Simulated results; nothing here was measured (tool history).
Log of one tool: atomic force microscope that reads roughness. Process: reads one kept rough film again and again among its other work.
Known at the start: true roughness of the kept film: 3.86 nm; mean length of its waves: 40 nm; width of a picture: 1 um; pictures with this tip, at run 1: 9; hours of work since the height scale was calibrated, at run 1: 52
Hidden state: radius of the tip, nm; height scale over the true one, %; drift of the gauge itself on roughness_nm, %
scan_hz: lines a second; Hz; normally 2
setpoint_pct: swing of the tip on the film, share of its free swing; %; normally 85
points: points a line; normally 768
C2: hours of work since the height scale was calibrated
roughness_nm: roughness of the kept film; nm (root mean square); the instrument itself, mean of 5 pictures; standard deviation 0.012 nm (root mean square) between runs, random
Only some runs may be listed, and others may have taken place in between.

{"run": 1, "hour": 0.0, "scan_hz": 2, "setpoint_pct": 85, "points": 768, "pictures with this tip": 9, "C2": 52, "roughness_nm": 2.829}
{"run": 2, "hour": 7.1, "scan_hz": 2, "setpoint_pct": 85, "points": 768, "pictures with this tip": 17, "C2": 56, "roughness_nm": 2.836}
{"run": 3, "hour": 22.5, "scan_hz": 2, "setpoint_pct": 85, "points": 768, "pictures with this tip": 35, "C2": 64, "roughness_nm": 2.798}
{"run": 4, "hour": 37.8, "scan_hz": 2, "setpoint_pct": 85, "points": 768, "pictures with this tip": 53, "C2": 72, "roughness_nm": 2.792}
{"run": 5, "hour": 44.4, "scan_hz": 2, "setpoint_pct": 85, "points": 768, "pictures with this tip": 61, "C2": 76, "roughness_nm": 2.766}
{"run": 6, "hour": 58.5, "scan_hz": 2, "setpoint_pct": 85, "points": 768, "pictures with this tip": 77, "C2": 84, "roughness_nm": 2.735}
{"run": 7, "hour": 66.2, "scan_hz": 2, "setpoint_pct": 77, "points": 768, "pictures with this tip": 86, "C2": 88, "roughness_nm": 2.927}
{"run": 8, "hour": 76.3, "scan_hz": 2, "setpoint_pct": 60, "points": 768, "pictures with this tip": 98, "C2": 94, "roughness_nm": 3.185}
{"run": 9, "hour": 91.9, "scan_hz": 2, "setpoint_pct": 60, "points": 768, "pictures with this tip": 116, "C2": 102, "roughness_nm": 3.152}
{"run": 10, "hour": 102.5, "scan_hz": 2, "setpoint_pct": 60, "points": 768, "pictures with this tip": 129, "C2": 108, "roughness_nm": 3.139}
{"run": 11, "hour": 110.9, "scan_hz": 2, "setpoint_pct": 85, "points": 768, "pictures with this tip": 138, "C2": 113, "roughness_nm": 2.629}
{"run": 12, "hour": 127.2, "scan_hz": 2, "setpoint_pct": 85, "points": 421, "pictures with this tip": 157, "C2": 122, "roughness_nm": 2.605}
{"hour": 137.3, "done": "new tip fitted"}
{"run": 13, "hour": 143.3, "scan_hz": 2, "setpoint_pct": 85, "points": 421, "pictures with this tip": 7, "C2": 130, "roughness_nm": 2.842}
{"run": 14, "hour": 157.9, "scan_hz": 2, "setpoint_pct": 85, "points": 421, "pictures with this tip": 24, "C2": 138, "roughness_nm": 2.789}
{"run": 15, "hour": 172.6, "scan_hz": 2, "setpoint_pct": 85, "points": 399, "pictures with this tip": 41, "C2": 146, "roughness_nm": 2.772}
{"run": 16, "hour": 184.9, "scan_hz": 2, "setpoint_pct": 85, "points": 768, "pictures with this tip": 55, "C2": 153, "roughness_nm": 2.767}
{"run": 17, "hour": 192.2, "scan_hz": 2, "setpoint_pct": 85, "points": 350, "pictures with this tip": 64, "C2": 157, "roughness_nm": 2.749}
{"run": 18, "hour": 208.1, "scan_hz": 2, "setpoint_pct": 85, "points": 663, "pictures with this tip": 82, "C2": 166, "roughness_nm": 2.727}
{"hour": 210.2, "done": "height scale calibrated on a step standard"}
{"run": 19, "hour": 220.3, "scan_hz": 2, "setpoint_pct": 85, "points": 663, "pictures with this tip": 95, "C2": 6, "roughness_nm": 2.699}
{"run": 20, "hour": 236.5, "scan_hz": 1.16, "setpoint_pct": 85, "points": 663, "pictures with this tip": 114, "C2": 14, "roughness_nm": 2.933}
{"run": 21, "hour": 248.3, "scan_hz": 1.44, "setpoint_pct": 85, "points": 768, "pictures with this tip": 128, "C2": 21, "roughness_nm": 2.792}
{"run": 22, "hour": 261.4, "scan_hz": 0.96, "setpoint_pct": 61, "points": 281, "pictures with this tip": 143, "C2": 28, "roughness_nm": 3.165}
{"run": 23, "hour": 272.8, "scan_hz": 0.63, "setpoint_pct": 66, "points": 768, "pictures with this tip": 157, "C2": 34, "roughness_nm": 3.172}
{"run": 24, "hour": 281.3, "scan_hz": 0.63, "setpoint_pct": 66, "points": 768, "pictures with this tip": 166, "C2": 39, "roughness_nm": 3.188}
{"hour": 283.3, "done": "new tip fitted"}
{"hour": 290.2, "done": "height scale calibrated on a step standard, once more"}
{"run": 25, "hour": 294.3, "scan_hz": 0.63, "setpoint_pct": 66, "points": 768, "pictures with this tip": 12, "C2": 2, "roughness_nm": 3.441}
{"run": 26, "hour": 310.2, "scan_hz": 3.49, "setpoint_pct": 56, "points": 768, "pictures with this tip": 30, "C2": 11, "roughness_nm": 3.246}
{"run": 27, "hour": 319.2, "scan_hz": 3.49, "setpoint_pct": 83, "points": 484, "pictures with this tip": 41, "C2": 16, "roughness_nm": 2.466}
{"run": 28, "hour": 330.5, "scan_hz": 0.62, "setpoint_pct": 60, "points": 768, "pictures with this tip": 54, "C2": 22, "roughness_nm": 3.411}
{"run": 29, "hour": 337.2, "scan_hz": 2, "setpoint_pct": 77, "points": 424, "pictures with this tip": 62, "C2": 26, "roughness_nm": 2.938}
{"run": 30, "hour": 352.1, "scan_hz": 2, "setpoint_pct": 83, "points": 890, "pictures with this tip": 79, "C2": 34, "roughness_nm": 2.772}
{"run": 31, "hour": 367.9, "scan_hz": 0.57, "setpoint_pct": 82, "points": 270, "pictures with this tip": 98, "C2": 43, "roughness_nm": 3.153}
{"run": 32, "hour": 376.2, "scan_hz": 0.57, "setpoint_pct": 82, "points": 270, "pictures with this tip": 108, "C2": 47, "roughness_nm": 3.136}
{"run": 33, "hour": 391.5, "scan_hz": 0.57, "setpoint_pct": 82, "points": 270, "pictures with this tip": 125, "C2": 56, "roughness_nm": 3.103}
{"run": 34, "hour": 399.6, "scan_hz": 0.57, "setpoint_pct": 82, "points": 270, "pictures with this tip": 135, "C2": 60, "roughness_nm": 3.079}
{"run": 35, "hour": 406.9, "scan_hz": 1.9, "setpoint_pct": 86, "points": 270, "pictures with this tip": 143, "C2": 64, "roughness_nm": 2.58}
{"run": 36, "hour": 415.7, "scan_hz": 1.19, "setpoint_pct": 71, "points": 372, "pictures with this tip": 154, "C2": 69, "roughness_nm": 3.014}
{"hour": 429.1, "done": "new tip fitted"}
{"run": 37, "hour": 430.7, "scan_hz": 2.73, "setpoint_pct": 60, "points": 630, "pictures with this tip": 2, "C2": 77, "roughness_nm": 3.297}

Estimate the outcome of run 38 from the log above:
{"run": 38, "hour": 440.0, "scan_hz": 2.09, "setpoint_pct": 87, "points": 420, "pictures with this tip": 12, "C2": 82, "roughness_nm": "?"}

{"run 38": {"roughness_nm": 2.723}}
The same run, on a tool lacking any hidden state, would have yielded roughness_nm 2.752 nm (root mean square).

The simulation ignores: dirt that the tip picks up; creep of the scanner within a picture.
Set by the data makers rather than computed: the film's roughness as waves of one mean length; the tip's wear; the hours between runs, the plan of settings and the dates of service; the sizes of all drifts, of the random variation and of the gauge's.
